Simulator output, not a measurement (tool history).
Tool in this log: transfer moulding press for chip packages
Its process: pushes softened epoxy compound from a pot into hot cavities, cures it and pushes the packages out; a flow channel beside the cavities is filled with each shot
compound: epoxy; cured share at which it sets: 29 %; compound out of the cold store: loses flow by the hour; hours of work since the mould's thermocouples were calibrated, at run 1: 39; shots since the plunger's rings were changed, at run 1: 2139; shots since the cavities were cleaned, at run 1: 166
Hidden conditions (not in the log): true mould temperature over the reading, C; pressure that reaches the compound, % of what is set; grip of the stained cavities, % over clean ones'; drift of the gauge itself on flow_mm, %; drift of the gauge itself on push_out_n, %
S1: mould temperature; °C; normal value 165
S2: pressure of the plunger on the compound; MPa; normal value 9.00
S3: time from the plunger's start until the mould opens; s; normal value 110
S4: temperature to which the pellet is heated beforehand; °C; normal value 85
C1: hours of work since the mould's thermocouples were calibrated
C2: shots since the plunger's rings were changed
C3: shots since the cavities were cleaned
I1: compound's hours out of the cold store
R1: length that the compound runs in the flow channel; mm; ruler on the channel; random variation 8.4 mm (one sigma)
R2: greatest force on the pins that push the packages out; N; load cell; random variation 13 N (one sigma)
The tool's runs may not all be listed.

run    hour   S1    S2   S3  S4   C1    C2   C3    I1   R1    R2
  1     0.0  165  9.00  110  85   39  2139  166  39.8  868   864
       43.1  -- cavities cleaned with cleaning compound and waxed
  2    61.2  165  9.00  110  85   66  2571  131  30.1  892   777
      106.3  -- cavities cleaned with cleaning compound and waxed
  3   121.0  165  9.00  110  85   93  2993  107  43.6  849   781
      169.7  -- cavities cleaned with cleaning compound and waxed
  4   179.0  165  9.00  110  85  119  3402   68   9.7  913   694
  5   223.9  165  9.00  110  85  140  3726  392  45.5  836  1020
      235.0  -- cavities cleaned with cleaning compound and waxed
  6   262.9  165  9.00  110  85  157  3998  202  19.1  883   914
  7   294.5  165  9.00  110  85  172  4227  431  46.5  823  1040
      300.4  -- cavities cleaned with cleaning compound and waxed
  8   338.6  165  9.00  110  85  191  4535  276  37.9  855  1002
      364.6  -- cavities cleaned with cleaning compound and waxed
  9   394.8  165  9.00  110  85  216  4931  219  47.6  818   894
      426.8  -- cavities cleaned with cleaning compound and waxed
 10   459.0  165  9.00  110  85  245  5385  234  23.6  861   895
      489.3  -- cavities cleaned with cleaning compound and waxed
 11   506.0  165  9.00  110  85  266  5714  121  25.4  852   780
      553.6  -- cavities cleaned with cleaning compound and waxed
 12   563.6  165  9.00  110  85  292  6120   73  36.7  822   684
      577.1  -- plunger's sealing rings changed
      618.5  -- cavities cleaned with cleaning compound and waxed
 13   622.0  165  9.00  110  85  317   314   25  13.2  957   632
 14   648.1  165  9.00  110  85  329   503  214  20.9  944   864
      683.7  -- cavities cleaned with cleaning compound and waxed
 15   695.8  163  9.34   95  77  351   838   88  42.6  910  1064
      746.1  -- cavities cleaned with cleaning compound and waxed
 16   756.5  172  9.00  110  85  378  1266   75  39.4  873   573
      809.3  -- cavities cleaned with cleaning compound and waxed
 17   818.7  172  8.92  110  85  406  1706   69  33.4  867   574
      872.5  -- cavities cleaned with cleaning compound and waxed
 18   874.3  172  8.92  110  85  431  2097   13  37.8  853   512
      898.7  -- mould's thermocouples calibrated
 19   907.0  157  8.81  110  85    4  2319  235  19.5  942  1702
      941.2  -- cavities cleaned with cleaning compound and waxed
 20   943.1  165  9.00  110  76   20  2569   14  46.9  861   624
     1005.0  -- cavities cleaned with cleaning compound and waxed
 21  1008.3  165  7.25  110  94   49  3031   24  43.0  772   640
 22  1034.2  165  9.90  110  85   61  3218  211  36.5  905   915
     1068.9  -- cavities cleaned with cleaning compound and waxed
 23  1096.1  161  9.90   93  85   89  3655  197  22.3  948  1683
     1132.2  -- cavities cleaned with cleaning compound and waxed
 24  1136.9  165  9.90  131  81  107  3939   34  24.3  919   555
     1196.3  -- cavities cleaned with cleaning compound and waxed
 25  1198.6  165  7.23  124  84  135  4375   17  23.6  783   549
 26  1246.0  165  7.23  124  84  157  4718  360  26.1  781   907

Below are 5 alternative next runs, each starting from the tool's condition after run 26. Predict each:
     1259.2  -- cavities cleaned with cleaning compound and waxed
  A  1308.0  165   7.23  144  90  185  5155  352  31.5   ?   ?
     1259.2  -- cavities cleaned with cleaning compound and waxed
  B  1308.0  168   6.99  124  84  185  5155  352  16.5   ?   ?
     1259.2  -- cavities cleaned with cleaning compound and waxed
  C  1308.0  173  10.89  137  84  185  5155  352  43.1   ?   ?
     1259.2  -- cavities cleaned with cleaning compound and waxed
  D  1308.0  164   7.23  124  84  185  5155  352  19.9   ?   ?
     1259.2  -- cavities cleaned with cleaning compound and waxed
  E  1308.0  165   8.17  125  76  185  5155  352  27.7   ?   ?

run   R1   R2
  A  758  809
  B  756  834
  C  876  809
  D  786  939
  E  827  897
With no hidden state in the tool, these same runs would have given:
run   R1   R2
  A  825  459
  B  823  474
  C  954  458
  D  856  538
  E  900  513

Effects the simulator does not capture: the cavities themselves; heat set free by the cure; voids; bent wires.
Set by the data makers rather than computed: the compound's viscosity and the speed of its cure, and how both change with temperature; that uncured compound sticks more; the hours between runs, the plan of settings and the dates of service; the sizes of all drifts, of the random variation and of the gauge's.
